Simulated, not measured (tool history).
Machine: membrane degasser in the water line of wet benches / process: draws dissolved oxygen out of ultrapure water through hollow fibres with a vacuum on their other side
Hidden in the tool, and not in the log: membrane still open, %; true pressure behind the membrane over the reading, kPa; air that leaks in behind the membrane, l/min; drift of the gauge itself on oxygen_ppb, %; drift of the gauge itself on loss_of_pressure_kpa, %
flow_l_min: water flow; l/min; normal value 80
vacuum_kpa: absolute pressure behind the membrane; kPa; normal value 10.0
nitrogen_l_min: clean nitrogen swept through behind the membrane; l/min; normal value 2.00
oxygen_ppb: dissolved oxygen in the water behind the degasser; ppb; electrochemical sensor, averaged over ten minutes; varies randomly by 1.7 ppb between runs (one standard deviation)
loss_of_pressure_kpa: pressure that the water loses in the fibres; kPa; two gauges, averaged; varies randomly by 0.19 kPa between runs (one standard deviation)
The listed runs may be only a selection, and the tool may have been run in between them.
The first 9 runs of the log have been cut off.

| run | hour | flow_l_min | vacuum_kpa | nitrogen_l_min | hours since the membrane was changed | hours since the vacuum gauge was calibrated | hours since the vacuum lines were made tight | oxygen_ppb | loss_of_pressure_kpa |
|---|---|---|---|---|---|---|---|---|---|
| 10 | 1502.7 | 80 | 10.0 | 2.00 | 3106 | 3106 | 11224 | 513.0 | 37.94 |
| 11 | 1616.9 | 80 | 10.0 | 2.00 | 3220 | 3220 | 11338 | 513.9 | 37.73 |
| 12 | 1817.6 | 80 | 10.0 | 1.13 | 3420 | 3420 | 11539 | 769.1 | 37.67 |
| 13 | 1921.5 | 80 | 10.0 | 2.00 | 3524 | 3524 | 11642 | 511.8 | 37.55 |
| 14 | 2117.1 | 80 | 10.0 | 2.00 | 3720 | 3720 | 11838 | 511.7 | 37.73 |
| 15 | 2265.5 | 80 | 10.0 | 2.00 | 3868 | 3868 | 11986 | 511.7 | 37.65 |
| 16 | 2437.7 | 80 | 10.0 | 2.00 | 4040 | 4040 | 12159 | 508.1 | 37.35 |
| 17 | 2552.5 | 111 | 7.1 | 2.25 | 4155 | 4155 | 12273 | 361.2 | 52.25 |
| 18 | 2678.7 | 118 | 15.6 | 1.46 | 4282 | 4282 | 12400 | 1435.5 | 55.18 |
| 19 | 2834.7 | 123 | 18.2 | 2.63 | 4437 | 4437 | 12556 | 1187.4 | 57.77 |
| 20 | 2933.5 | 96 | 9.8 | 5.23 | 4536 | 4536 | 12654 | 265.0 | 44.63 |
| 21 | 3060.0 | 55 | 9.8 | 3.01 | 4663 | 4663 | 12781 | 259.5 | 26.03 |
| 22 | 3270.0 | 80 | 8.0 | 1.98 | 4873 | 4873 | 12991 | 366.0 | 37.48 |
|  | 3374.1 | gauge calibrated |
|  | 3376.1 | seals of the vacuum lines changed |
| 23 | 3391.9 | 88 | 16.4 | 1.39 | 4993 | 4993 | 16 | 1319.3 | 41.09 |
|  | 3514.4 | vacuum gauge calibrated |
| 24 | 3524.8 | 88 | 16.4 | 1.39 | 5125 | 10 | 148 | 1318.6 | 41.32 |

Run 25 is up next; what results do you expect?
| 25 | 3714.2 | 88 | 13.9 | 2.04 | 5315 | 200 | 338 | ? | ? |

oxygen_ppb: 834.2 ppb
loss_of_pressure_kpa: 41.49 kPa
Had the tool carried no hidden state, the very same run would have given oxygen_ppb 836.3 ppb, loss_of_pressure_kpa 41.46 kPa.

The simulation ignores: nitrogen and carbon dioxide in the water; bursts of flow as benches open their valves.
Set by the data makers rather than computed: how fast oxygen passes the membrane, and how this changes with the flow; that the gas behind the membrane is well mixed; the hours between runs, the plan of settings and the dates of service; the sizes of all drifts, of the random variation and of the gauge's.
